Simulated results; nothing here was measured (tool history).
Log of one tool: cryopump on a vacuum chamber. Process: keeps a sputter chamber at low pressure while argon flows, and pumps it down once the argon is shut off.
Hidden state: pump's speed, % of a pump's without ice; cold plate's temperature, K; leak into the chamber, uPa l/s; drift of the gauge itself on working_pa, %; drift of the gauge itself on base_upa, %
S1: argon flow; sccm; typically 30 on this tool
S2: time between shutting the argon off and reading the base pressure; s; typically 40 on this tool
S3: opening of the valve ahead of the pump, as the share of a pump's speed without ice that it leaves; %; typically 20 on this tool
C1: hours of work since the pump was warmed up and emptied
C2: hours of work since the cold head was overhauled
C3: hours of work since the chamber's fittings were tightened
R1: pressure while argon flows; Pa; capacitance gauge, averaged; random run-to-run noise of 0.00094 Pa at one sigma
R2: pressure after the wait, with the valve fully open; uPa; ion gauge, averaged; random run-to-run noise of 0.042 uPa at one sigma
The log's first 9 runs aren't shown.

run	hour	S1	S2	S3	C1	C2	C3	R1	R2
10	553.1	30	123	20	123	1376	239	0.2024	1.09
11	629	30	40	20	164	1418	280	0.2032	2.61
12	714.2	30	40	20	210	1464	326	0.2036	2.66
13	751.5	30	40	20	231	1484	346	0.2056	2.72
14	811.8	30	40	20	263	1516	379	0.2067	2.7
15	855.5	30	40	20	287	1540	403	0.2052	2.68
16	939.6	30	40	20	332	1586	448	0.2088	2.69
17	977.3	30	40	20	353	1606	468	0.2079	2.79

Run 18 has not been measured yet. What should we expect?
18	1058	17	34	20	397	1650	512	?	?

R1: 0.1179 Pa
R2: 3.16 uPa
If the tool had no hidden condition, the same run with the same run-to-run variation would have returned R1 0.1122 Pa, R2 2.84 uPa.
